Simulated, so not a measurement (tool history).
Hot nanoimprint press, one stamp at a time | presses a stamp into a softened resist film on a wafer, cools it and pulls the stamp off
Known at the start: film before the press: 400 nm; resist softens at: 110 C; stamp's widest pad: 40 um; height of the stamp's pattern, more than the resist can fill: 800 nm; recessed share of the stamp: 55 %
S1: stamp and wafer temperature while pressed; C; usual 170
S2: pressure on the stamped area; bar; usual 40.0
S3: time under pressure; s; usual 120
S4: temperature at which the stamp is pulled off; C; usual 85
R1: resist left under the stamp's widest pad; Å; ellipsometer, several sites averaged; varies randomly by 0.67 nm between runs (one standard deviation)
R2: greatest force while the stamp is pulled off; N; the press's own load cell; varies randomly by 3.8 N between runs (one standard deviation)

{"run": 1, "day": 0.0, "S1": 170, "S2": 40.0, "S3": 120, "S4": 85, "R1": 1979, "R2": 186}
{"run": 2, "day": 1.05, "S1": 170, "S2": 40.0, "S3": 120, "S4": 85, "R1": 1979, "R2": 184}
{"run": 3, "day": 1.808, "S1": 170, "S2": 40.0, "S3": 120, "S4": 85, "R1": 1978, "R2": 190}
{"run": 4, "day": 2.812, "S1": 170, "S2": 40.0, "S3": 120, "S4": 85, "R1": 1988, "R2": 186}
{"run": 5, "day": 3.683, "S1": 170, "S2": 40.0, "S3": 120, "S4": 71, "R1": 1984, "R2": 226}
{"run": 6, "day": 4.462, "S1": 170, "S2": 40.0, "S3": 120, "S4": 71, "R1": 1983, "R2": 223}
{"run": 7, "day": 5.825, "S1": 170, "S2": 40.0, "S3": 120, "S4": 71, "R1": 1986, "R2": 229}
{"run": 8, "day": 6.858, "S1": 170, "S2": 40.0, "S3": 120, "S4": 71, "R1": 1978, "R2": 231}
{"run": 9, "day": 7.558, "S1": 170, "S2": 40.0, "S3": 120, "S4": 71, "R1": 1974, "R2": 236}
{"run": 10, "day": 8.896, "S1": 165, "S2": 40.0, "S3": 120, "S4": 85, "R1": 2566, "R2": 187}
{"run": 11, "day": 9.717, "S1": 170, "S2": 40.0, "S3": 120, "S4": 85, "R1": 1980, "R2": 192}
{"run": 12, "day": 10.692, "S1": 170, "S2": 40.0, "S3": 120, "S4": 85, "R1": 1987, "R2": 185}
{"run": 13, "day": 11.754, "S1": 170, "S2": 40.0, "S3": 120, "S4": 85, "R1": 1992, "R2": 188}
{"run": 14, "day": 12.471, "S1": 170, "S2": 40.0, "S3": 120, "S4": 85, "R1": 1985, "R2": 184}
{"run": 15, "day": 13.875, "S1": 170, "S2": 40.0, "S3": 120, "S4": 85, "R1": 1992, "R2": 188}
{"run": 16, "day": 14.542, "S1": 170, "S2": 40.0, "S3": 107, "S4": 79, "R1": 2071, "R2": 205}
{"run": 17, "day": 15.479, "S1": 170, "S2": 40.0, "S3": 107, "S4": 82, "R1": 2077, "R2": 198}
{"run": 18, "day": 16.733, "S1": 159, "S2": 26.9, "S3": 107, "S4": 92, "R1": 3510, "R2": 170}
{"run": 19, "day": 17.888, "S1": 170, "S2": 27.8, "S3": 120, "S4": 85, "R1": 2295, "R2": 192}
{"run": 20, "day": 18.821, "S1": 170, "S2": 40.0, "S3": 80, "S4": 81, "R1": 2301, "R2": 201}
{"run": 21, "day": 20.204, "S1": 170, "S2": 42.5, "S3": 120, "S4": 87, "R1": 1934, "R2": 183}
{"run": 22, "day": 21.217, "S1": 170, "S2": 42.5, "S3": 120, "S4": 87, "R1": 1938, "R2": 176}
{"run": 23, "day": 22.538, "S1": 170, "S2": 42.5, "S3": 120, "S4": 87, "R1": 1941, "R2": 184}
{"run": 24, "day": 23.679, "S1": 177, "S2": 40.0, "S3": 120, "S4": 92, "R1": 1344, "R2": 173}
{"run": 25, "day": 25.05, "S1": 180, "S2": 40.0, "S3": 112, "S4": 85, "R1": 1173, "R2": 190}
{"run": 26, "day": 25.808, "S1": 176, "S2": 31.6, "S3": 92, "S4": 90, "R1": 1765, "R2": 178}
{"run": 27, "day": 26.725, "S1": 176, "S2": 31.6, "S3": 92, "S4": 90, "R1": 1758, "R2": 178}
{"run": 28, "day": 28.138, "S1": 163, "S2": 45.5, "S3": 60, "S4": 86, "R1": 3166, "R2": 189}
{"run": 29, "day": 29.942, "S1": 170, "S2": 40.0, "S3": 120, "S4": 78, "R1": 1987, "R2": 208}

Taken out of this log: 1 entry between the listed runs. Where each belongs, and how the hidden state differs across it:
In the gap between runs 28 and 29: stamp cleaned and given a new release coat (day 29.188)
  grip of the stamp's worn release coat, % over a new coat's: 1.8 -> 0
